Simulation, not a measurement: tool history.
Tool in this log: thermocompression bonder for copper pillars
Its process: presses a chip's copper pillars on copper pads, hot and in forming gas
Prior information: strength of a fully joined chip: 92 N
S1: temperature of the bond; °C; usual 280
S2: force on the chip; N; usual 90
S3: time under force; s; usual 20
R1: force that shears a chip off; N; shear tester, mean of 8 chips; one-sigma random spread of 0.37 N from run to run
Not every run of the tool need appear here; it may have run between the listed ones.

Run 1, hour 0.0: usual settings. Result: R1 41.8 N.
Run 2, hour 19.7: usual settings. Result: R1 41.6 N.
Run 3, hour 40.1: usual settings. Result: R1 40.9 N.
Run 4, hour 54.7: usual settings. Result: R1 41.9 N.
Run 5, hour 67.3: usual settings. Result: R1 42.0 N.
Run 6, hour 82.5: usual settings. Result: R1 41.4 N.
Run 7, hour 96.4: usual settings. Result: R1 41.3 N.
Run 8, hour 116.6: usual settings. Result: R1 40.6 N.
Run 9, hour 134.4: usual settings. Result: R1 41.0 N.
Run 10, hour 153.8: usual settings. Result: R1 41.2 N.
Run 11, hour 170.6: usual settings but S1 285 °C. Result: R1 43.7 N.
Run 12, hour 190.9: usual settings but S1 285 °C. Result: R1 43.5 N.
Run 13, hour 202.9: usual settings. Result: R1 39.7 N.
Run 14, hour 223.6: usual settings. Result: R1 40.0 N.
Run 15, hour 236.8: usual settings. Result: R1 40.7 N.
Run 16, hour 257.7: usual settings but S3 33 s. Result: R1 47.4 N.
Run 17, hour 269.5: usual settings but S2 111 N. Result: R1 47.3 N.
Run 18, hour 286.7: usual settings but S2 111 N. Result: R1 47.5 N.
Run 19, hour 300.4: usual settings but S2 111 N. Result: R1 47.6 N.
Run 20, hour 310.6: usual settings but S2 111 N. Result: R1 47.1 N.
Run 21, hour 319.1: usual settings but S2 76 N. Result: R1 34.1 N.
Run 22, hour 331.3: usual settings but S2 76 N. Result: R1 34.2 N.
Run 23, hour 344.2: usual settings but S2 76 N. Result: R1 33.9 N.
Run 24, hour 355.2: usual settings but S1 274 °C, S2 89 N. Result: R1 35.4 N.
Run 25, hour 371.7: usual settings but S1 274 °C, S2 89 N. Result: R1 35.3 N.
Run 26, hour 385.4: usual settings but S2 67 N, S3 48 s. Result: R1 40.5 N.
Run 27, hour 399.6: usual settings but S2 103 N, S3 26 s. Result: R1 46.6 N.
At hour 406.0: forming gas filter changed.
Run 28, hour 408.6: usual settings but S1 271 °C, S2 69 N, S3 17 s. Result: R1 27.4 N.
Run 29, hour 427.5: usual settings but S1 271 °C, S2 70 N, S3 17 s. Result: R1 28.6 N.

For run 30, what comes out?
Run 30, hour 444.1: usual settings but S1 271 °C, S2 70 N, S3 17 s. Result: R1 ?.

R1: 28.1 N
Had the tool carried no hidden state, the very same run would have given R1 30.5 N.
